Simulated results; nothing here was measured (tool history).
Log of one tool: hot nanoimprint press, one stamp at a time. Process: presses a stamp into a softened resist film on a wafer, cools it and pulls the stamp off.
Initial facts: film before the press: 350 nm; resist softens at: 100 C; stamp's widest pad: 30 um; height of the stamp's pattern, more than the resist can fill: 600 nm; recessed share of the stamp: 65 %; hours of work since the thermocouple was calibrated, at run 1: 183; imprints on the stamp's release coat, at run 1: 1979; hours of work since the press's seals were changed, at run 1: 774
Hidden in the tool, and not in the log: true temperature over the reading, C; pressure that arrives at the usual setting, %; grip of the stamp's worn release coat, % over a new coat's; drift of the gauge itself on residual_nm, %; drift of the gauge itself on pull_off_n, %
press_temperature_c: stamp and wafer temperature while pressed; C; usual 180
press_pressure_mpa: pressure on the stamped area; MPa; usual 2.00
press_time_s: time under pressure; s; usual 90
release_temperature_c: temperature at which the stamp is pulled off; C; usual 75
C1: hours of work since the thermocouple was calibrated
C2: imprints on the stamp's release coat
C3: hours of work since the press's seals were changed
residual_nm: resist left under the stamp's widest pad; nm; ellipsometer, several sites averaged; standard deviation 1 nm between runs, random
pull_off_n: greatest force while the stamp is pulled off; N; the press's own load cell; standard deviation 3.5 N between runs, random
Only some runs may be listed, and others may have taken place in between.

Run 1, hour 0.0: usual settings; C1 183; C2 1979; C3 774. Result: residual_nm 148.3 nm, pull_off_n 171 N.
Run 2, hour 40.7: usual settings; C1 209; C2 2185; C3 800. Result: residual_nm 147.1 nm, pull_off_n 173 N.
At hour 113.2: stamp cleaned and given a new release coat.
Run 3, hour 116.0: usual settings but press_time_s 109 s; C1 254; C2 15; C3 845. Result: residual_nm 137.0 nm, pull_off_n 172 N.
Run 4, hour 177.8: usual settings but press_temperature_c 188 C; C1 294; C2 327; C3 885. Result: residual_nm 111.4 nm, pull_off_n 168 N.
Run 5, hour 238.9: usual settings but press_time_s 102 s; C1 334; C2 636; C3 924. Result: residual_nm 141.0 nm, pull_off_n 172 N.
Run 6, hour 293.6: usual settings but press_time_s 102 s; C1 369; C2 913; C3 960. Result: residual_nm 141.2 nm, pull_off_n 175 N.
Run 7, hour 360.0: usual settings but press_time_s 102 s; C1 412; C2 1249; C3 1003. Result: residual_nm 139.4 nm, pull_off_n 169 N.
Run 8, hour 402.4: usual settings but press_time_s 102 s; C1 439; C2 1463; C3 1030. Result: residual_nm 139.6 nm, pull_off_n 170 N.
Run 9, hour 434.4: usual settings but press_time_s 102 s; C1 460; C2 1626; C3 1051. Result: residual_nm 138.1 nm, pull_off_n 172 N.
Run 10, hour 499.8: usual settings; C1 503; C2 1956; C3 1093. Result: residual_nm 146.3 nm, pull_off_n 173 N.
Run 11, hour 546.8: usual settings; C1 533; C2 2194; C3 1124. Result: residual_nm 147.4 nm, pull_off_n 172 N.
Run 12, hour 595.9: usual settings; C1 565; C2 2443; C3 1155. Result: residual_nm 146.4 nm, pull_off_n 171 N.
At hour 605.3: plate thermocouple calibrated.
At hour 616.5: stamp cleaned and given a new release coat.
At hour 649.3: press's hydraulic seals changed and the load cell set to zero.
Run 13, hour 685.5: usual settings; C1 43; C2 309; C3 23. Result: residual_nm 145.6 nm, pull_off_n 169 N.
Run 14, hour 720.2: usual settings but release_temperature_c 64 C; C1 65; C2 484; C3 46. Result: residual_nm 147.7 nm, pull_off_n 202 N.
Run 15, hour 772.4: usual settings but release_temperature_c 64 C; C1 99; C2 749; C3 80. Result: residual_nm 146.7 nm, pull_off_n 199 N.
Run 16, hour 827.1: usual settings but press_temperature_c 168 C, press_pressure_mpa 1.41 MPa, press_time_s 70 s, release_temperature_c 68 C; C1 135; C2 1025; C3 115. Result: residual_nm 269.8 nm, pull_off_n 191 N.
Run 17, hour 891.5: usual settings but press_temperature_c 168 C, press_pressure_mpa 1.41 MPa, press_time_s 70 s, release_temperature_c 68 C; C1 176; C2 1351; C3 157. Result: residual_nm 269.0 nm, pull_off_n 195 N.
Run 18, hour 962.6: usual settings but press_pressure_mpa 1.90 MPa, press_time_s 58 s; C1 222; C2 1711; C3 203. Result: residual_nm 174.6 nm, pull_off_n 176 N.
Run 19, hour 1030.0: usual settings but press_pressure_mpa 1.90 MPa, press_time_s 58 s; C1 266; C2 2052; C3 246. Result: residual_nm 174.0 nm, pull_off_n 170 N.
Run 20, hour 1076.3: usual settings but press_temperature_c 186 C, press_pressure_mpa 2.89 MPa, release_temperature_c 77 C; C1 296; C2 2286; C3 276. Result: residual_nm 96.4 nm, pull_off_n 164 N.
At hour 1129.4: stamp cleaned and given a new release coat.
Run 21, hour 1139.9: usual settings but press_time_s 98 s; C1 333; C2 54; C3 314. Result: residual_nm 141.6 nm, pull_off_n 168 N.
Run 22, hour 1190.4: usual settings but press_pressure_mpa 1.66 MPa, press_time_s 82 s, release_temperature_c 64 C; C1 366; C2 309; C3 346. Result: residual_nm 166.5 nm, pull_off_n 193 N.
Run 23, hour 1260.5: usual settings but press_time_s 64 s; C1 411; C2 664; C3 392. Result: residual_nm 166.2 nm, pull_off_n 166 N.
Run 24, hour 1308.2: usual settings but press_temperature_c 170 C, press_time_s 79 s; C1 442; C2 905; C3 423. Result: residual_nm 216.0 nm, pull_off_n 159 N.
Run 25, hour 1342.3: usual settings but press_pressure_mpa 1.96 MPa; C1 464; C2 1077; C3 445. Result: residual_nm 149.3 nm, pull_off_n 170 N.
Run 26, hour 1384.0: usual settings but press_temperature_c 183 C, press_pressure_mpa 1.96 MPa, press_time_s 54 s, release_temperature_c 60 C; C1 491; C2 1289; C3 472. Result: residual_nm 158.1 nm, pull_off_n 218 N.
Run 27, hour 1436.3: usual settings but press_temperature_c 186 C, press_pressure_mpa 1.63 MPa; C1 525; C2 1553; C3 506. Result: residual_nm 133.1 nm, pull_off_n 168 N.
At hour 1505.5: plate thermocouple calibrated.
Run 28, hour 1516.0: usual settings but press_pressure_mpa 2.69 MPa, release_temperature_c 73 C; C1 7; C2 1941; C3 555. Result: residual_nm 123.6 nm, pull_off_n 179 N.
Run 29, hour 1552.3: usual settings but press_pressure_mpa 2.69 MPa, release_temperature_c 73 C; C1 30; C2 2125; C3 579. Result: residual_nm 123.2 nm, pull_off_n 178 N.

Branching from run 29: 4 alternative next runs. What would each branch give?
Run A, hour 1597.3: usual settings but press_pressure_mpa 2.69 MPa, press_time_s 132 s, release_temperature_c 73 C; C1 59; C2 2353; C3 608. Result: residual_nm ?, pull_off_n ?.
Run B, hour 1597.3: usual settings but release_temperature_c 62 C; C1 59; C2 2353; C3 608. Result: residual_nm ?, pull_off_n ?.
Run C, hour 1597.3: usual settings but press_temperature_c 179 C, press_pressure_mpa 2.33 MPa, press_time_s 147 s; C1 59; C2 2353; C3 608. Result: residual_nm ?, pull_off_n ?.
Run D, hour 1597.3: usual settings but press_temperature_c 182 C, press_pressure_mpa 1.61 MPa, press_time_s 48 s; C1 59; C2 2353; C3 608. Result: residual_nm ?, pull_off_n ?.

run  residual_nm  pull_off_n
  A        109.2         176
  B        144.4         214
  C        116.2         170
  D        189.1         164
Without the tool's unlogged condition, the same runs would have read:
run  residual_nm  pull_off_n
  A        109.2         175
  B        144.3         212
  C        116.2         168
  D        189.0         163
